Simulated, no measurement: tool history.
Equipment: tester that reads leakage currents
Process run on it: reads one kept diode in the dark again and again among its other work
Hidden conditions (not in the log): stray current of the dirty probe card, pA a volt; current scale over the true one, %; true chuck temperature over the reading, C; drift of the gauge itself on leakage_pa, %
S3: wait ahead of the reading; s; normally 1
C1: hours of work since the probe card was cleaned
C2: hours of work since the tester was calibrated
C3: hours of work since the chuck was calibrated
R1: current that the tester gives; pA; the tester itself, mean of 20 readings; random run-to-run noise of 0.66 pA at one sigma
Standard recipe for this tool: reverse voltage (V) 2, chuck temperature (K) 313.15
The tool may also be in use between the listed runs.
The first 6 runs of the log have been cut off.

{"run": 7, "hour": 814.9, "reverse voltage (V)": 2, "chuck temperature (K)": 311.15, "S3": 1, "C1": 1251, "C2": 3074, "C3": 788, "R1": 188.11}
{"run": 8, "hour": 934.4, "reverse voltage (V)": 2, "chuck temperature (K)": 311.15, "S3": 1, "C1": 1300, "C2": 3123, "C3": 837, "R1": 187.81}
{"run": 9, "hour": 1045.0, "reverse voltage (V)": 2, "chuck temperature (K)": 311.15, "S3": 1, "C1": 1345, "C2": 3167, "C3": 882, "R1": 187.81}
{"run": 10, "hour": 1201.3, "reverse voltage (V)": 2, "chuck temperature (K)": 311.15, "S3": 1, "C1": 1408, "C2": 3231, "C3": 945, "R1": 185.06}
{"run": 11, "hour": 1365.3, "reverse voltage (V)": 1.33, "chuck temperature (K)": 313.15, "S3": 1, "C1": 1474, "C2": 3297, "C3": 1012, "R1": 174.82}
{"run": 12, "hour": 1467.4, "reverse voltage (V)": 1.33, "chuck temperature (K)": 313.15, "S3": 1, "C1": 1516, "C2": 3339, "C3": 1053, "R1": 174.76}
{"run": 13, "hour": 1611.0, "reverse voltage (V)": 1.33, "chuck temperature (K)": 313.15, "S3": 1, "C1": 1574, "C2": 3397, "C3": 1111, "R1": 174.03}
{"hour": 1631.6, "done": "chuck's temperature calibrated"}
{"run": 14, "hour": 1772.5, "reverse voltage (V)": 1.33, "chuck temperature (K)": 313.15, "S3": 1, "C1": 1639, "C2": 3462, "C3": 57, "R1": 179.72}
{"run": 15, "hour": 1937.2, "reverse voltage (V)": 1.33, "chuck temperature (K)": 318.15, "S3": 1, "C1": 1706, "C2": 3529, "C3": 124, "R1": 256.41}
{"run": 16, "hour": 2145.6, "reverse voltage (V)": 1.33, "chuck temperature (K)": 318.15, "S3": 1, "C1": 1790, "C2": 3613, "C3": 208, "R1": 256.36}
{"run": 17, "hour": 2349.9, "reverse voltage (V)": 1.33, "chuck temperature (K)": 318.15, "S3": 1, "C1": 1873, "C2": 3696, "C3": 291, "R1": 252.39}
{"run": 18, "hour": 2477.4, "reverse voltage (V)": 2, "chuck temperature (K)": 327.15, "S3": 1, "C1": 1925, "C2": 3748, "C3": 343, "R1": 577.14}
{"run": 19, "hour": 2590.8, "reverse voltage (V)": 12.08, "chuck temperature (K)": 309.15, "S3": 4.65, "C1": 1971, "C2": 3794, "C3": 389, "R1": 400.48}
{"run": 20, "hour": 2716.9, "reverse voltage (V)": 1.5, "chuck temperature (K)": 313.15, "S3": 1, "C1": 2022, "C2": 3845, "C3": 440, "R1": 186.74}
{"run": 21, "hour": 2817.3, "reverse voltage (V)": 1.5, "chuck temperature (K)": 313.15, "S3": 3.84, "C1": 2063, "C2": 3886, "C3": 481, "R1": 186.47}
{"run": 22, "hour": 3003.2, "reverse voltage (V)": 1.5, "chuck temperature (K)": 313.15, "S3": 3.84, "C1": 2138, "C2": 3961, "C3": 556, "R1": 185.23}
{"run": 23, "hour": 3143.8, "reverse voltage (V)": 1.5, "chuck temperature (K)": 303.15, "S3": 4.55, "C1": 2195, "C2": 4018, "C3": 613, "R1": 86.87}
{"run": 24, "hour": 3288.6, "reverse voltage (V)": 17.61, "chuck temperature (K)": 297.15, "S3": 0.55, "C1": 2254, "C2": 4077, "C3": 672, "R1": 199.25}
{"run": 25, "hour": 3494.6, "reverse voltage (V)": 17.61, "chuck temperature (K)": 297.15, "S3": 0.55, "C1": 2337, "C2": 4160, "C3": 756, "R1": 198.11}
{"run": 26, "hour": 3632.0, "reverse voltage (V)": 17.61, "chuck temperature (K)": 297.15, "S3": 0.55, "C1": 2393, "C2": 4216, "C3": 811, "R1": 199.01}
{"run": 27, "hour": 3836.4, "reverse voltage (V)": 6.4, "chuck temperature (K)": 297.15, "S3": 5.3, "C1": 2476, "C2": 4299, "C3": 894, "R1": 112.46}

What will run 28 give?
{"run": 28, "hour": 4006.6, "reverse voltage (V)": 6.4, "chuck temperature (K)": 297.15, "S3": 5.3, "C1": 2545, "C2": 4368, "C3": 963, "R1": "?"}

R1: 111.68 pA
Had the tool carried no hidden state, the very same run would have given R1 116.48 pA.
